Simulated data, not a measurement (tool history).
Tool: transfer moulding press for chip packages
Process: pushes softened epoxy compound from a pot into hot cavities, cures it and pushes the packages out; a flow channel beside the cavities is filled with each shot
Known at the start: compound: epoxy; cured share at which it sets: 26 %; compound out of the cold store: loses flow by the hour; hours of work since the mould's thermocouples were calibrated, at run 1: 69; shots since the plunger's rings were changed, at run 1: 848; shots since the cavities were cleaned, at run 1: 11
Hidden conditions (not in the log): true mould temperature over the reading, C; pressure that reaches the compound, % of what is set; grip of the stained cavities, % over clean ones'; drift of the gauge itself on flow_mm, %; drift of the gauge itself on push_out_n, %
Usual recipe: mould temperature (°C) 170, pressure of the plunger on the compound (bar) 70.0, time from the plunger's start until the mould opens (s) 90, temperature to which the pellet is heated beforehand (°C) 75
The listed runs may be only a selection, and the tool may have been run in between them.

| run | hour | mould temperature (°C) | pressure of the plunger on the compound (bar) | time from the plunger's start until the mould opens (s) | temperature to which the pellet is heated beforehand (°C) | hours of work since the mould's thermocouples were calibrated | shots since the plunger's rings were changed | shots since the cavities were cleaned | incoming compound's hours out of the cold store | length that the compound runs in the flow channel (mm) | greatest force on the pins that push the packages out (N) |
|---|---|---|---|---|---|---|---|---|---|---|---|
| 1 | 0.0 | 170 | 70.0 | 90 | 75 | 69 | 848 | 11 | 44.5 | 708 | 485 |
| 2 | 5.2 | 170 | 70.0 | 90 | 75 | 73 | 930 | 93 | 15.0 | 824 | 536 |
| 3 | 16.2 | 170 | 70.0 | 90 | 75 | 82 | 1103 | 266 | 31.0 | 757 | 592 |
| 4 | 24.0 | 170 | 70.0 | 90 | 73 | 88 | 1225 | 388 | 46.4 | 704 | 618 |
| 5 | 31.4 | 170 | 70.0 | 90 | 73 | 94 | 1340 | 503 | 32.9 | 751 | 667 |
| 6 | 37.5 | 170 | 70.0 | 90 | 73 | 98 | 1436 | 599 | 22.1 | 805 | 693 |
| 7 | 46.0 | 170 | 84.1 | 90 | 73 | 105 | 1570 | 733 | 44.8 | 779 | 702 |
|  | 55.1 | cavities cleaned with cleaning compound and waxed |
| 8 | 55.2 | 170 | 83.3 | 90 | 75 | 111 | 1691 | 2 | 11.3 | 914 | 492 |
| 9 | 62.3 | 170 | 70.0 | 90 | 75 | 117 | 1803 | 114 | 20.2 | 802 | 535 |
| 10 | 72.3 | 170 | 70.0 | 90 | 75 | 125 | 1959 | 270 | 34.7 | 741 | 597 |
| 11 | 79.3 | 170 | 87.8 | 89 | 80 | 130 | 2068 | 379 | 39.2 | 806 | 633 |
| 12 | 89.2 | 178 | 80.2 | 87 | 66 | 138 | 2224 | 535 | 31.9 | 768 | 538 |
| 13 | 100.4 | 178 | 80.2 | 87 | 66 | 147 | 2399 | 710 | 25.2 | 796 | 558 |
|  | 110.9 | cavities cleaned with cleaning compound and waxed |
| 14 | 111.9 | 170 | 70.0 | 112 | 75 | 155 | 2557 | 16 | 12.8 | 828 | 403 |
| 15 | 123.9 | 177 | 68.4 | 90 | 67 | 164 | 2744 | 203 | 43.6 | 674 | 478 |
| 16 | 129.9 | 170 | 73.3 | 120 | 77 | 169 | 2838 | 297 | 44.4 | 716 | 473 |
| 17 | 141.1 | 169 | 61.2 | 120 | 77 | 178 | 3015 | 474 | 17.4 | 754 | 512 |
| 18 | 150.1 | 169 | 61.2 | 120 | 77 | 185 | 3156 | 615 | 40.8 | 667 | 555 |
| 19 | 158.3 | 170 | 54.4 | 119 | 84 | 192 | 3285 | 744 | 25.5 | 669 | 547 |
|  | 166.1 | cavities cleaned with cleaning compound and waxed |
| 20 | 166.6 | 170 | 54.4 | 119 | 84 | 197 | 3391 | 8 | 27.7 | 666 | 371 |

What if the next run were any one of these 4? Each begins from the tool's condition after run 20:
| A | 177.6 | 170 | 56.0 | 90 | 75 | 206 | 3563 | 180 | 10.9 | ? | ? |
| B | 177.6 | 166 | 54.6 | 90 | 75 | 206 | 3563 | 180 | 20.6 | ? | ? |
| C | 177.6 | 170 | 54.4 | 119 | 73 | 206 | 3563 | 180 | 33.1 | ? | ? |
| D | 177.6 | 170 | 54.4 | 114 | 77 | 206 | 3563 | 180 | 17.3 | ? | ? |

| run | length that the compound runs in the flow channel (mm) | greatest force on the pins that push the packages out (N) |
|---|---|---|
| A | 745 | 595 |
| B | 710 | 781 |
| C | 658 | 451 |
| D | 711 | 462 |
What these runs would have given with no unlogged condition in the tool:
| run | length that the compound runs in the flow channel (mm) | greatest force on the pins that push the packages out (N) |
|---|---|---|
| A | 763 | 486 |
| B | 727 | 632 |
| C | 674 | 376 |
| D | 728 | 385 |
